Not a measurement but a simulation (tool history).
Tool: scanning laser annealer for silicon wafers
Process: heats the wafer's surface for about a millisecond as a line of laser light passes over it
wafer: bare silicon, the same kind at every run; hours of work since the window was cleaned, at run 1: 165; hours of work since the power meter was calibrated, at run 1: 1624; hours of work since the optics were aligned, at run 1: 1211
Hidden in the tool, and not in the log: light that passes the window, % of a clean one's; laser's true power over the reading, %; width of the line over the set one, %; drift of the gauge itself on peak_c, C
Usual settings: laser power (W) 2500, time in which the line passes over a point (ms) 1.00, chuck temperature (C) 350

| run | day | laser power (W) | time in which the line passes over a point (ms) | chuck temperature (C) | hours of work since the window was cleaned | hours of work since the power meter was calibrated | hours of work since the optics were aligned | highest temperature of the surface (C) |
|---|---|---|---|---|---|---|---|---|
| 1 | 0.000 | 2500 | 1.00 | 350 | 165 | 1624 | 1211 | 1092 |
|  | 1.338 | optics aligned, line set to its width |
| 2 | 2.104 | 2500 | 1.00 | 350 | 198 | 1657 | 13 | 1079 |
| 3 | 3.246 | 2500 | 1.00 | 350 | 217 | 1677 | 33 | 1078 |
| 4 | 4.725 | 2500 | 1.00 | 350 | 243 | 1702 | 59 | 1074 |
|  | 5.117 | optics aligned, line set to its width, once more |
| 5 | 6.704 | 2500 | 1.00 | 350 | 274 | 1733 | 27 | 1097 |
| 6 | 7.792 | 2500 | 1.00 | 350 | 292 | 1752 | 46 | 1100 |
| 7 | 9.379 | 2500 | 0.99 | 350 | 320 | 1779 | 74 | 1093 |
|  | 10.075 | window over the wafer cleaned |
| 8 | 11.562 | 2500 | 0.99 | 350 | 26 | 1815 | 110 | 1123 |
| 9 | 12.725 | 2500 | 0.99 | 350 | 46 | 1835 | 130 | 1119 |
| 10 | 15.162 | 2500 | 1.00 | 383 | 88 | 1878 | 172 | 1151 |
| 11 | 16.558 | 2500 | 1.00 | 383 | 112 | 1902 | 196 | 1148 |
| 12 | 18.425 | 2570 | 0.70 | 325 | 144 | 1934 | 228 | 971 |
| 13 | 19.625 | 2570 | 0.70 | 325 | 165 | 1955 | 249 | 971 |
| 14 | 20.717 | 2570 | 0.70 | 325 | 184 | 1973 | 268 | 969 |
| 15 | 22.900 | 2253 | 0.79 | 330 | 221 | 2011 | 306 | 918 |
| 16 | 24.692 | 2135 | 0.96 | 380 | 252 | 2042 | 337 | 993 |
| 17 | 25.733 | 2500 | 0.81 | 366 | 270 | 2060 | 355 | 1030 |
| 18 | 26.888 | 2634 | 0.90 | 369 | 290 | 2080 | 375 | 1110 |

Run 19 comes next. What will it give?
| 19 | 29.092 | 2743 | 0.86 | 326 | 328 | 2118 | 413 | ? |

Run 19 gave highest temperature of the surface (C) 1079.
Without the tool's hidden state the same run would have given highest temperature of the surface (C) 1124.
